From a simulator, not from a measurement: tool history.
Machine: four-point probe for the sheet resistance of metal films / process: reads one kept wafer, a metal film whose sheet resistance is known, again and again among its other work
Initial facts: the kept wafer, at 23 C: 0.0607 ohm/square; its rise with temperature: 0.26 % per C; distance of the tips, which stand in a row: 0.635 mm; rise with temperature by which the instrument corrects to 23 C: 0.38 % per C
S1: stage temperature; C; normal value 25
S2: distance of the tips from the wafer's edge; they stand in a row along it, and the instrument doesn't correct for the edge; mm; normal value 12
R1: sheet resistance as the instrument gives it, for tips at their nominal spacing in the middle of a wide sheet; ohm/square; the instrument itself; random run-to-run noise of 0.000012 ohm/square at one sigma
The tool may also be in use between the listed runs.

{"run": 1, "hour": 0.0, "S1": 25, "S2": 12, "R1": 0.061019}
{"run": 2, "hour": 55.3, "S1": 25, "S2": 23, "R1": 0.060945}
{"run": 3, "hour": 139.5, "S1": 25, "S2": 13, "R1": 0.060996}
{"run": 4, "hour": 222.8, "S1": 25, "S2": 6, "R1": 0.061298}
{"run": 5, "hour": 298.4, "S1": 20, "S2": 6, "R1": 0.061655}
{"run": 6, "hour": 357.8, "S1": 25, "S2": 12, "R1": 0.061036}
{"run": 7, "hour": 402.2, "S1": 25, "S2": 12, "R1": 0.061044}
{"run": 8, "hour": 469.8, "S1": 25, "S2": 12, "R1": 0.061032}
{"run": 9, "hour": 557.6, "S1": 31, "S2": 12, "R1": 0.060631}
{"run": 10, "hour": 656.2, "S1": 31, "S2": 12, "R1": 0.060633}
{"run": 11, "hour": 721.0, "S1": 25, "S2": 15, "R1": 0.061009}
{"run": 12, "hour": 812.7, "S1": 25, "S2": 15, "R1": 0.061039}
{"run": 13, "hour": 857.9, "S1": 25, "S2": 5, "R1": 0.061495}
{"run": 14, "hour": 945.6, "S1": 25, "S2": 12, "R1": 0.061094}
{"run": 15, "hour": 1012.9, "S1": 22, "S2": 12, "R1": 0.061296}
{"run": 16, "hour": 1057.5, "S1": 25, "S2": 12, "R1": 0.061082}
{"hour": 1154.5, "done": "stage's thermometer calibrated"}
{"run": 17, "hour": 1154.5, "S1": 25, "S2": 12, "R1": 0.061176}
{"run": 18, "hour": 1208.6, "S1": 25, "S2": 12, "R1": 0.061167}
{"run": 19, "hour": 1267.1, "S1": 25, "S2": 12, "R1": 0.061162}
{"run": 20, "hour": 1347.4, "S1": 25, "S2": 12, "R1": 0.061149}
{"run": 21, "hour": 1388.3, "S1": 19, "S2": 12, "R1": 0.061634}
{"run": 22, "hour": 1468.5, "S1": 19, "S2": 12, "R1": 0.061621}
{"run": 23, "hour": 1508.8, "S1": 28, "S2": 11, "R1": 0.061013}
{"run": 24, "hour": 1593.7, "S1": 25, "S2": 38, "R1": 0.061097}
{"run": 25, "hour": 1649.6, "S1": 25, "S2": 38, "R1": 0.061124}
{"run": 26, "hour": 1748.6, "S1": 22, "S2": 12, "R1": 0.061456}
{"run": 27, "hour": 1804.8, "S1": 31, "S2": 5, "R1": 0.061219}
{"run": 28, "hour": 1904.7, "S1": 24, "S2": 32, "R1": 0.061217}
{"run": 29, "hour": 1973.8, "S1": 22, "S2": 11, "R1": 0.061465}
{"run": 30, "hour": 2065.0, "S1": 22, "S2": 11, "R1": 0.061463}
{"run": 31, "hour": 2126.9, "S1": 22, "S2": 11, "R1": 0.061469}
{"run": 32, "hour": 2180.9, "S1": 28, "S2": 23, "R1": 0.060942}
{"run": 33, "hour": 2251.2, "S1": 28, "S2": 23, "R1": 0.060949}
{"run": 34, "hour": 2312.5, "S1": 23, "S2": 12, "R1": 0.061403}
{"run": 35, "hour": 2405.5, "S1": 23, "S2": 12, "R1": 0.061379}
{"run": 36, "hour": 2495.3, "S1": 23, "S2": 12, "R1": 0.061419}
{"run": 37, "hour": 2593.9, "S1": 21, "S2": 4, "R1": 0.062277}
{"run": 38, "hour": 2683.9, "S1": 26, "S2": 13, "R1": 0.061157}
{"run": 39, "hour": 2730.1, "S1": 26, "S2": 13, "R1": 0.061184}
{"run": 40, "hour": 2822.7, "S1": 26, "S2": 13, "R1": 0.061184}
{"run": 41, "hour": 2915.2, "S1": 18, "S2": 64, "R1": 0.061687}
{"run": 42, "hour": 2978.5, "S1": 18, "S2": 64, "R1": 0.061716}
{"run": 43, "hour": 3050.3, "S1": 20, "S2": 29, "R1": 0.061586}
{"run": 44, "hour": 3091.4, "S1": 30, "S2": 12, "R1": 0.060962}

Hidden state or all else? Some run-to-run changes of R1, split into what the settings, what came in and random variation would give without the hidden state, and what is left for the hidden state (with any gauge scatter that isn't in both results):
The tool's hidden condition here consists of: inner tips' distance over the nominal, %; tips' flats over new ones', %; wafer's true temperature over the reading, C; drift of the gauge itself on sheet_ohm, %.
Run 16 -> 17: stage's thermometer calibrated. R1 +0.000094 ohm/square: hidden state +0.000082, all else +0.000012.
Run 36 -> 37: S1 23 -> 21, S2 12 -> 4. R1 +0.000858 ohm/square: hidden state +0.000015, all else +0.000843.
Run 37 -> 38: S1 21 -> 26, S2 4 -> 13. R1 -0.00112 ohm/square: hidden state -0.000004, all else -0.001116.
Run 40 -> 41: S1 26 -> 18, S2 13 -> 64. R1 +0.000503 ohm/square: hidden state +0.000011, all else +0.000492.
Run 43 -> 44: S1 20 -> 30, S2 29 -> 12. R1 -0.000624 ohm/square: hidden state -0.000003, all else -0.000621.

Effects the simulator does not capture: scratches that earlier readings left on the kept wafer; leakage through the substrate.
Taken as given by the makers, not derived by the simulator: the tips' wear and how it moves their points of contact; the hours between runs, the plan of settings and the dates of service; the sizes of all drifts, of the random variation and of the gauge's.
